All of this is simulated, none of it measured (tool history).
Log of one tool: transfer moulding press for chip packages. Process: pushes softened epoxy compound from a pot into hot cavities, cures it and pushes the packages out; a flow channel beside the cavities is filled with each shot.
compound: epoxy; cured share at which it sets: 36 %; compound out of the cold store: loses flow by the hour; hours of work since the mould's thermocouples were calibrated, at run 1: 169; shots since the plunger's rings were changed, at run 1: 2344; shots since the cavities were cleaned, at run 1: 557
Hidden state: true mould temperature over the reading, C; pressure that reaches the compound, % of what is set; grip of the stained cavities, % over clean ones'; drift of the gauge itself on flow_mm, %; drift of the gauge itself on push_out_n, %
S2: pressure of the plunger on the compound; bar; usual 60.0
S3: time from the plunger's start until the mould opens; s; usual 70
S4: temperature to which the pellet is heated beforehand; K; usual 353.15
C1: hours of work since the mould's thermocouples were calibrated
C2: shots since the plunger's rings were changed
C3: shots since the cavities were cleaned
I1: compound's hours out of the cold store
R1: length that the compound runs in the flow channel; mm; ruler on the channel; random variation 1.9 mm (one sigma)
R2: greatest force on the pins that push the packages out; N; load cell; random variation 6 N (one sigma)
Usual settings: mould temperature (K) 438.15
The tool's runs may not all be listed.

run 1 day=0.000 | mould_temperature_(K)=438.15 S2=60.0 S3=70 S4=353.15 | C1=169 C2=2344 C3=557 | I1=22.9 | R1=748 R2=312
-- day=0.192 cavities cleaned with cleaning compound and waxed
run 2 day=0.454 | mould_temperature_(K)=438.15 S2=60.0 S3=70 S4=353.15 | C1=176 C2=2510 C3=112 | I1=33.9 | R1=711 R2=250
run 3 day=0.725 | mould_temperature_(K)=438.15 S2=60.0 S3=70 S4=353.15 | C1=181 C2=2625 C3=227 | I1=31.8 | R1=717 R2=266
run 4 day=1.050 | mould_temperature_(K)=439.15 S2=60.0 S3=70 S4=353.15 | C1=187 C2=2764 C3=366 | I1=42.0 | R1=686 R2=265
run 5 day=1.392 | mould_temperature_(K)=438.15 S2=70.0 S3=70 S4=353.15 | C1=194 C2=2909 C3=511 | I1=42.5 | R1=742 R2=305
-- day=1.679 cavities cleaned with cleaning compound and waxed
run 6 day=1.775 | mould_temperature_(K)=438.15 S2=70.0 S3=70 S4=356.15 | C1=199 C2=3046 C3=41 | I1=35.9 | R1=760 R2=226
run 7 day=2.092 | mould_temperature_(K)=438.15 S2=65.2 S3=70 S4=353.15 | C1=205 C2=3181 C3=176 | I1=18.8 | R1=784 R2=271
-- day=2.333 plunger's sealing rings changed
run 8 day=2.408 | mould_temperature_(K)=438.15 S2=60.0 S3=70 S4=357.15 | C1=209 C2=32 C3=266 | I1=36.7 | R1=715 R2=269
run 9 day=2.671 | mould_temperature_(K)=438.15 S2=60.0 S3=70 S4=357.15 | C1=214 C2=143 C3=377 | I1=38.0 | R1=709 R2=283
run 10 day=3.025 | mould_temperature_(K)=438.15 S2=60.0 S3=70 S4=347.15 | C1=221 C2=295 C3=529 | I1=41.8 | R1=700 R2=294
-- day=3.250 cavities cleaned with cleaning compound and waxed
run 11 day=3.500 | mould_temperature_(K)=438.15 S2=60.0 S3=70 S4=347.15 | C1=228 C2=471 C3=107 | I1=23.7 | R1=754 R2=249
run 12 day=3.700 | mould_temperature_(K)=442.15 S2=60.0 S3=79 S4=351.15 | C1=232 C2=556 C3=192 | I1=32.4 | R1=720 R2=225
run 13 day=3.975 | mould_temperature_(K)=439.15 S2=61.9 S3=85 S4=356.15 | C1=237 C2=672 C3=308 | I1=22.3 | R1=766 R2=242
run 14 day=4.212 | mould_temperature_(K)=439.15 S2=61.9 S3=85 S4=356.15 | C1=241 C2=773 C3=409 | I1=31.4 | R1=740 R2=250
run 15 day=4.604 | mould_temperature_(K)=438.15 S2=46.1 S3=70 S4=353.15 | C1=248 C2=941 C3=577 | I1=42.0 | R1=613 R2=304
-- day=4.738 cavities cleaned with cleaning compound and waxed
run 16 day=5.004 | mould_temperature_(K)=438.15 S2=46.1 S3=70 S4=353.15 | C1=255 C2=1084 C3=114 | I1=42.8 | R1=605 R2=232
run 17 day=5.267 | mould_temperature_(K)=442.15 S2=46.1 S3=70 S4=353.15 | C1=259 C2=1196 C3=226 | I1=31.2 | R1=633 R2=234
run 18 day=5.521 | mould_temperature_(K)=442.15 S2=46.1 S3=58 S4=357.15 | C1=264 C2=1304 C3=334 | I1=20.8 | R1=658 R2=311
run 19 day=5.762 | mould_temperature_(K)=434.15 S2=53.6 S3=70 S4=344.15 | C1=268 C2=1406 C3=436 | I1=21.4 | R1=721 R2=369
-- day=6.200 cavities cleaned with cleaning compound and waxed
run 20 day=6.200 | mould_temperature_(K)=438.15 S2=60.0 S3=62 S4=353.15 | C1=275 C2=1566 C3=0 | I1=16.2 | R1=768 R2=284
run 21 day=6.567 | mould_temperature_(K)=438.15 S2=60.0 S3=62 S4=353.15 | C1=282 C2=1722 C3=156 | I1=25.5 | R1=742 R2=319
run 22 day=6.983 | mould_temperature_(K)=444.15 S2=49.6 S3=62 S4=353.15 | C1=290 C2=1900 C3=334 | I1=40.6 | R1=619 R2=253

Forecast each of these 3 alternatives for the next run:
run A day=7.367 | mould_temperature_(K)=445.15 S2=59.9 S3=70 S4=347.15 | C1=297 C2=2062 C3=496 | I1=15.8 | R1=? R2=?
run B day=7.367 | mould_temperature_(K)=443.15 S2=46.4 S3=70 S4=353.15 | C1=297 C2=2062 C3=496 | I1=33.3 | R1=? R2=?
run C day=7.367 | mould_temperature_(K)=436.15 S2=49.6 S3=53 S4=345.15 | C1=297 C2=2062 C3=496 | I1=41.3 | R1=? R2=?

run=A R1=754 R2=264
run=B R1=620 R2=257
run=C R1=631 R2=584
Without the tool's hidden state the same runs would have given:
run=A R1=768 R2=197
run=B R1=632 R2=192
run=C R1=643 R2=443
